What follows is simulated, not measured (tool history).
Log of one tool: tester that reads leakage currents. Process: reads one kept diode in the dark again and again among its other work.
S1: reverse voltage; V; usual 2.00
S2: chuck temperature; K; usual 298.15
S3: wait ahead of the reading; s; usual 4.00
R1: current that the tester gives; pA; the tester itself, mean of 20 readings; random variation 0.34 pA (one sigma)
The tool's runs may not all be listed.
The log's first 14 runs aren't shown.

run     day     S1      S2    S3       R1
 15  28.138   2.00  298.15  4.00   105.92
 16  29.967   2.00  298.15  4.00   105.93
 17  32.946   2.00  315.15  4.00   482.03
 18  35.454   2.00  315.15  4.00   478.45
 19  38.588   2.00  315.15  4.00   478.61
 20  40.925   2.00  315.15  4.00   480.54
 21  42.821   2.00  298.15  0.90   104.96
 22  44.904  13.64  327.15  0.98  3031.19
 23  46.775   1.66  298.15  0.59    95.56
 24  48.083   1.66  298.15  0.59    96.15
 25  51.171   6.71  294.15  0.55   128.15

Run 26 comes next. What will it give?
 26  52.875  2.00  298.15  2.32   ?

{"run 26": {"R1": 103.66}}
Without the tool's hidden state the same run would have given R1 111.61 pA.

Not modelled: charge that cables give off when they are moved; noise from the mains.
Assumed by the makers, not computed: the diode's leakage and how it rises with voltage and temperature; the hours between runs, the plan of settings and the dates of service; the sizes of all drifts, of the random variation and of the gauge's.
